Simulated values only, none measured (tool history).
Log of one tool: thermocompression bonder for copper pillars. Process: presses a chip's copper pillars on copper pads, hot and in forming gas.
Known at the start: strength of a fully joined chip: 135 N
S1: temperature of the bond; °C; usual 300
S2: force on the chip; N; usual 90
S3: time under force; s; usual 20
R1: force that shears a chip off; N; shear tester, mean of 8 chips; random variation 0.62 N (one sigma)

run   hour   S1   S2  S3     R1
  1    0.0  300   90  20   96.7
  2   45.5  300  126  20  107.8
  3   84.1  300   90  20   91.2
  4  127.0  300   90  20   96.6
  5  157.5  300   90  50  114.2
  6  184.3  300   90  50  112.0
  7  229.2  300   90  51  108.7
  8  273.4  300   90  51  116.3
  9  297.9  300   90  51  114.3
 10  343.1  300   90  51  108.6
 11  375.4  300   90  51  106.8
 12  404.1  300   90  20   95.6
 13  426.3  300   90  20   92.8
 14  449.6  300  113  20  102.0
 15  473.8  300   94  50  110.4
 16  497.3  325   65  16   84.7
 17  536.3  315   90  20  105.0
 18  581.1  279   80  28   79.5
 19  623.9  279   60  28   66.4
 20  643.1  300   99  20   95.3
 21  686.2  321  115  20  117.9
 22  726.7  296   69  31   88.4
 23  749.3  290   56  56   88.0
 24  776.9  300  103  17   93.8
 25  815.6  300  103  17  100.3
 26  843.7  300  103  17   96.9
 27  869.3  300  103  17   96.2

Not shown: 9 entries that the log had between the listed runs. Between which runs, and how does the tool's hidden state differ before and after?
Between runs 3 and 4: forming gas filter changed (hour 106.8)
  true temperature of the bond over the reading, C: -2.4 -> -2.7; force that reaches the chip, % of what is set: 103.7 -> 103.9; oxide that the forming gas leaves, % of the face: 7.69 -> 1.84
  measured less the result without the state, R1: -6.9 -> -1.2 N
Between runs 7 and 8: forming gas filter changed (hour 241.7)
  true temperature of the bond over the reading, C: -3.4 -> -3.7; force that reaches the chip, % of what is set: 104.6 -> 104.9; oxide that the forming gas leaves, % of the face: 8.14 -> 2.5
  measured less the result without the state, R1: -9.0 -> -2.5 N
Between runs 9 and 10: heater calibrated with a thermocouple chip (hour 334.3)
  true temperature of the bond over the reading, C: -3.8 -> -6.3; force that reaches the chip, % of what is set: 105 -> 105.3; oxide that the forming gas leaves, % of the face: 3.92 -> 6.4
  measured less the result without the state, R1: -4.2 -> -8.1 N
Between runs 11 and 12: forming gas filter changed (hour 378.1)
  true temperature of the bond over the reading, C: -6.5 -> -6.7; force that reaches the chip, % of what is set: 105.5 -> 105.7; oxide that the forming gas leaves, % of the face: 8.21 -> 2.04
  measured less the result without the state, R1: -10.2 -> -3.3 N
Between runs 16 and 17: forming gas filter changed (hour 511.6)
  true temperature of the bond over the reading, C: -7.3 -> -7.6; force that reaches the chip, % of what is set: 106.3 -> 106.6; oxide that the forming gas leaves, % of the face: 7.33 -> 1.98
  measured less the result without the state, R1: -7.8 -> -3.2 N
Between runs 18 and 19: force cell calibrated (hour 585.7); heater calibrated with a thermocouple chip, once more (hour 596.4)
  true temperature of the bond over the reading, C: -7.9 -> 0.2; force that reaches the chip, % of what is set: 106.9 -> 100.6; oxide that the forming gas leaves, % of the face: 4.58 -> 6.77
  measured less the result without the state, R1: -5.9 -> -4.1 N
Between runs 20 and 21: forming gas filter changed (hour 647.7)
  true temperature of the bond over the reading, C: 0.1 -> -0.2; force that reaches the chip, % of what is set: 100.7 -> 101; oxide that the forming gas leaves, % of the face: 7.97 -> 2.83
  measured less the result without the state, R1: -7.4 -> -2.6 N
Between runs 24 and 25: forming gas filter changed (hour 781.7)
  true temperature of the bond over the reading, C: -0.8 -> -1.1; force that reaches the chip, % of what is set: 101.6 -> 101.9; oxide that the forming gas leaves, % of the face: 7.98 -> 2.58
  measured less the result without the state, R1: -7.3 -> -1.9 N
